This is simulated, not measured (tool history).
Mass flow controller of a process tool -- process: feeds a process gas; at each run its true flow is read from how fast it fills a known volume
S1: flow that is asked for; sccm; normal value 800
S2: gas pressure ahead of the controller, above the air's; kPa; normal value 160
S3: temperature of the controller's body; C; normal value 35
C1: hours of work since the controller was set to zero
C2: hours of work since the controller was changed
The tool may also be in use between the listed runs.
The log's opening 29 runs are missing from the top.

run 30 day=409.338 | S1=128 S2=187 S3=35 | C1=530 C2=8836 | true_flow_(%)=98.17
run 31 day=421.988 | S1=128 S2=187 S3=35 | C1=694 C2=9001 | true_flow_(%)=98.09
-- day=427.112 controller exchanged for a calibrated one
run 32 day=432.812 | S1=108 S2=145 S3=32 | C1=74 C2=74 | true_flow_(%)=97.92
run 33 day=447.912 | S1=108 S2=145 S3=32 | C1=270 C2=270 | true_flow_(%)=97.93
run 34 day=466.058 | S1=277 S2=176 S3=23 | C1=505 C2=505 | true_flow_(%)=97.61
run 35 day=483.733 | S1=351 S2=249 S3=31 | C1=734 C2=734 | true_flow_(%)=98.3
run 36 day=493.212 | S1=484 S2=249 S3=34 | C1=857 C2=857 | true_flow_(%)=99.12
run 37 day=504.4 | S1=305 S2=182 S3=32 | C1=1003 C2=1003 | true_flow_(%)=98.46
run 38 day=518.4 | S1=305 S2=182 S3=32 | C1=1184 C2=1184 | true_flow_(%)=98.47

What if the next run were any one of these 3? Each begins from the tool's condition after run 38:
run A day=527.267 | S1=125 S2=246 S3=30 | C1=1299 C2=1299 | true_flow_(%)=?
run B day=527.267 | S1=188 S2=182 S3=21 | C1=1299 C2=1299 | true_flow_(%)=?
run C day=527.267 | S1=708 S2=228 S3=29 | C1=1299 C2=1299 | true_flow_(%)=?

run=A true_flow_(%)=97.76
run=B true_flow_(%)=97.1
run=C true_flow_(%)=99.41
With the hidden condition removed and each run's random variation left untouched, the same runs would have given:
run=A true_flow_(%)=97.76
run=B true_flow_(%)=97.1
run=C true_flow_(%)=99.42
